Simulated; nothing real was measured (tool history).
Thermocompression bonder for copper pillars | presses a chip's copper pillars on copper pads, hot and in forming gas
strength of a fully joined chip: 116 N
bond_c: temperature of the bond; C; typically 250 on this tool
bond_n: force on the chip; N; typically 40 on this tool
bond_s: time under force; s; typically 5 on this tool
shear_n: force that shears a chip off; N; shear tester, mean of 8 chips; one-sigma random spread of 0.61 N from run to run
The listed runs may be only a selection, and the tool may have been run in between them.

| run | hour | bond_c | bond_n | bond_s | shear_n |
|---|---|---|---|---|---|
| 1 | 0.0 | 250 | 40 | 5 | 62.7 |
| 2 | 27.8 | 250 | 40 | 5 | 62.5 |
| 3 | 72.9 | 250 | 40 | 5 | 61.7 |
| 4 | 121.0 | 250 | 40 | 5 | 62.7 |
| 5 | 150.0 | 250 | 40 | 5 | 63.1 |
| 6 | 194.6 | 250 | 40 | 5 | 62.2 |
| 7 | 244.1 | 250 | 26 | 5 | 44.9 |
| 8 | 274.2 | 250 | 26 | 5 | 46.4 |
| 9 | 307.6 | 250 | 26 | 5 | 43.7 |
| 10 | 354.2 | 250 | 26 | 5 | 45.4 |
|  | 360.2 | heater calibrated with a thermocouple chip |
|  | 383.2 | forming gas filter changed |
| 11 | 398.3 | 250 | 26 | 5 | 47.9 |
| 12 | 435.5 | 250 | 40 | 5 | 66.0 |
| 13 | 458.9 | 260 | 52 | 5 | 87.0 |
| 14 | 489.3 | 260 | 52 | 5 | 85.4 |
| 15 | 529.7 | 260 | 52 | 5 | 85.7 |
| 16 | 574.1 | 260 | 52 | 5 | 85.9 |
|  | 600.7 | heater calibrated with a thermocouple chip, once more |
| 17 | 604.9 | 235 | 40 | 4 | 46.3 |
| 18 | 632.3 | 242 | 25 | 4 | 35.1 |
| 19 | 681.6 | 242 | 25 | 4 | 35.0 |
| 20 | 726.6 | 250 | 25 | 14 | 63.1 |
| 21 | 766.7 | 223 | 27 | 3 | 23.5 |
| 22 | 800.2 | 221 | 40 | 5 | 40.0 |
| 23 | 829.4 | 221 | 40 | 5 | 39.5 |
|  | 839.2 | forming gas filter changed |
| 24 | 854.2 | 223 | 25 | 8 | 34.3 |

Consider 4 possible next runs. They are alternatives, not a sequence: every one starts from the tool as it was left by run 24. What does each give?
| A | 898.7 | 231 | 50 | 5 | ? |
| B | 898.7 | 250 | 40 | 3 | ? |
| C | 898.7 | 255 | 25 | 7 | ? |
| D | 898.7 | 279 | 25 | 8 | ? |

| run | shear_n |
|---|---|
| A | 58.4 |
| B | 54.7 |
| C | 54.8 |
| D | 76.9 |
Without the tool's hidden state the same runs would have given:
| run | shear_n |
|---|---|
| A | 53.9 |
| B | 50.6 |
| C | 50.6 |
| D | 72.5 |
